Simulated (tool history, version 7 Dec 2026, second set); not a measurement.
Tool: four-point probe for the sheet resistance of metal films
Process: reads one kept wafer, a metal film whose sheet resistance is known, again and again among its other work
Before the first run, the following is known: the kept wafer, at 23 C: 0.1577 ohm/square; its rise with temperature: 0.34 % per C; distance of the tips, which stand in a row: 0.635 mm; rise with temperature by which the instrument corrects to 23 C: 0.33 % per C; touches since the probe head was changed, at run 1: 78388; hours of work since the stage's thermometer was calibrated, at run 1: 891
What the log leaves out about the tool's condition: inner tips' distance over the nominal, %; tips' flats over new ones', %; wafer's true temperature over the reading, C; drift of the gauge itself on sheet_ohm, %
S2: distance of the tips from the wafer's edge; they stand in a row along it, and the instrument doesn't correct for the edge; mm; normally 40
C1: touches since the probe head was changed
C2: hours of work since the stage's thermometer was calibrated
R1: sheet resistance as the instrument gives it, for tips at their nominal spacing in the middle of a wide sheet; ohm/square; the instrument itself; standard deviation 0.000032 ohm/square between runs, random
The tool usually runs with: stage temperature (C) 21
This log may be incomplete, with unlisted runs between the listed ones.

run 1 hour=0 | stage_temperature_(C)=21 S2=40 | C1=78388 C2=891 | R1=0.158671
run 2 hour=66.5 | stage_temperature_(C)=21 S2=40 | C1=81611 C2=931 | R1=0.15864
run 3 hour=123.5 | stage_temperature_(C)=21 S2=40 | C1=84373 C2=964 | R1=0.158626
run 4 hour=198.1 | stage_temperature_(C)=21 S2=40 | C1=87986 C2=1009 | R1=0.158667
run 5 hour=279.9 | stage_temperature_(C)=21 S2=40 | C1=91949 C2=1057 | R1=0.158709
run 6 hour=319.7 | stage_temperature_(C)=21 S2=40 | C1=93876 C2=1081 | R1=0.158729
run 7 hour=369.2 | stage_temperature_(C)=21 S2=40 | C1=96275 C2=1110 | R1=0.158781
run 8 hour=427.1 | stage_temperature_(C)=21 S2=40 | C1=99080 C2=1144 | R1=0.158756
run 9 hour=477.5 | stage_temperature_(C)=21 S2=31 | C1=101525 C2=1174 | R1=0.158771
run 10 hour=551.7 | stage_temperature_(C)=21 S2=31 | C1=105120 C2=1218 | R1=0.158785
run 11 hour=633.8 | stage_temperature_(C)=34 S2=40 | C1=109095 C2=1267 | R1=0.159151
run 12 hour=727.3 | stage_temperature_(C)=21 S2=40 | C1=113624 C2=1322 | R1=0.158777
run 13 hour=766.5 | stage_temperature_(C)=21 S2=40 | C1=115524 C2=1345 | R1=0.158889
run 14 hour=856.4 | stage_temperature_(C)=21 S2=7 | C1=119879 C2=1399 | R1=0.159546
run 15 hour=935.5 | stage_temperature_(C)=21 S2=7 | C1=123716 C2=1445 | R1=0.159541
-- hour=940.8 stage's thermometer calibrated
run 16 hour=990 | stage_temperature_(C)=21 S2=7 | C1=126328 C2=29 | R1=0.159588
run 17 hour=1066.3 | stage_temperature_(C)=21 S2=7 | C1=130027 C2=74 | R1=0.159616
run 18 hour=1136 | stage_temperature_(C)=21 S2=7 | C1=133406 C2=116 | R1=0.159668
run 19 hour=1186.4 | stage_temperature_(C)=30 S2=9 | C1=135845 C2=146 | R1=0.159628
-- hour=1223.1 stage's thermometer calibrated, once more
run 20 hour=1279.6 | stage_temperature_(C)=20 S2=22 | C1=140339 C2=33 | R1=0.159201
run 21 hour=1350.6 | stage_temperature_(C)=20 S2=22 | C1=143775 C2=76 | R1=0.159205
run 22 hour=1418.5 | stage_temperature_(C)=33 S2=12 | C1=147067 C2=116 | R1=0.15976
run 23 hour=1464.4 | stage_temperature_(C)=33 S2=12 | C1=149292 C2=143 | R1=0.159757
run 24 hour=1525.4 | stage_temperature_(C)=33 S2=28 | C1=152246 C2=179 | R1=0.15956
run 25 hour=1607 | stage_temperature_(C)=33 S2=28 | C1=156201 C2=227 | R1=0.159552
run 26 hour=1660.7 | stage_temperature_(C)=18 S2=4 | C1=158802 C2=259 | R1=0.161342
run 27 hour=1717 | stage_temperature_(C)=18 S2=5 | C1=161529 C2=293 | R1=0.160614
run 28 hour=1793.2 | stage_temperature_(C)=22 S2=8 | C1=165220 C2=338 | R1=0.159881
run 29 hour=1886.4 | stage_temperature_(C)=20 S2=8 | C1=169735 C2=393 | R1=0.159879
run 30 hour=1965.2 | stage_temperature_(C)=27 S2=47 | C1=173555 C2=440 | R1=0.159505
run 31 hour=2027.5 | stage_temperature_(C)=24 S2=4 | C1=176572 C2=477 | R1=0.161628
run 32 hour=2114.1 | stage_temperature_(C)=24 S2=44 | C1=180770 C2=528 | R1=0.159465
-- hour=2180.8 new probe head fitted
run 33 hour=2180.8 | stage_temperature_(C)=34 S2=4 | C1=0 C2=567 | R1=0.160509
run 34 hour=2269.2 | stage_temperature_(C)=34 S2=4 | C1=4284 C2=619 | R1=0.160552

5 options for the next run, each taken on its own from the tool as it stands now. Forecast them:
run A hour=2327.5 | stage_temperature_(C)=20 S2=14 | C1=7108 C2=654 | R1=?
run B hour=2327.5 | stage_temperature_(C)=27 S2=4 | C1=7108 C2=654 | R1=?
run C hour=2327.5 | stage_temperature_(C)=34 S2=4 | C1=7108 C2=654 | R1=?
run D hour=2327.5 | stage_temperature_(C)=26 S2=7 | C1=7108 C2=654 | R1=?
run E hour=2327.5 | stage_temperature_(C)=34 S2=4 | C1=7108 C2=654 | R1=?

run=A R1=0.158286
run=B R1=0.160375
run=C R1=0.160574
run=D R1=0.158986
run=E R1=0.160555
Had the tool no hidden state, the same runs would have come out as:
run=A R1=0.157793
run=B R1=0.159875
run=C R1=0.160072
run=D R1=0.15849
run=E R1=0.160053
